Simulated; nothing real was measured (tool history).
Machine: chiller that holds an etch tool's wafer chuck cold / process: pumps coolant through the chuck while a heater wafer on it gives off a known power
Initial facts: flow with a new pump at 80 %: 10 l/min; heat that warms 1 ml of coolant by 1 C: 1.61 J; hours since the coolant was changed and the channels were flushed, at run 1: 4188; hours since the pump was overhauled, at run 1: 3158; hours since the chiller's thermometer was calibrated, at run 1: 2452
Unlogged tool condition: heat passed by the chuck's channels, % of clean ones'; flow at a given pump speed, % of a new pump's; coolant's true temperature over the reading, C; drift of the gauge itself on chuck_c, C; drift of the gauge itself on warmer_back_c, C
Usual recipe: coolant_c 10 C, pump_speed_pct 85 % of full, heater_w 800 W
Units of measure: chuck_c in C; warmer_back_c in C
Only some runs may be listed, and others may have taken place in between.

run   hour  coolant_c  pump_speed_pct  heater_w  hours since the coolant was changed and the channels were flushed  hours since the pump was overhauled  hours since the chiller's thermometer was calibrated  chuck_c  warmer_back_c
  1    0.0         10              85       800                                                               4188                                 3158                                                  2452     15.9           2.96
  2   88.2         10              85       800                                                               4277                                 3246                                                  2541     15.8           2.96
  3  158.0         10              85       800                                                               4346                                 3316                                                  2610     15.9           2.98
  4  223.9         10              85       800                                                               4412                                 3381                                                  2676     15.9           2.95
  5  317.9         10              85       800                                                               4506                                 3475                                                  2770     16.0           2.94
  6  407.7         17              85       484                                                               4596                                 3565                                                  2860     20.6           1.83
     421.4  -- coolant pump overhauled
  7  459.4          3              90       986                                                               4643                                   38                                                  2907     10.1           3.54
  8  555.1          2              68       765                                                               4738                                  134                                                  3003      9.4           3.66
  9  633.1          8              86       800                                                               4816                                  212                                                  3081     14.0           3.02
     666.4  -- coolant pump overhauled, once more
 10  700.7         13              85       726                                                               4879                                   34                                                  3143     18.2           2.53

Below are 3 alternative next runs, each starting from the tool's condition after run 10. Predict each:
  A  788.8          8              75       800                                                               4967                                  122                                                  3231        ?              ?
  B  788.8         15              85       533                                                               4967                                  122                                                  3231        ?              ?
  C  788.8         15              62      1142                                                               4967                                  122                                                  3231        ?              ?

run  chuck_c  warmer_back_c
  A     14.5           3.20
  B     18.8           1.89
  C     26.3           5.56
Had the tool no hidden state, the same runs would have come out as:
run  chuck_c  warmer_back_c
  A     14.0           3.19
  B     18.6           1.88
  C     25.2           5.53
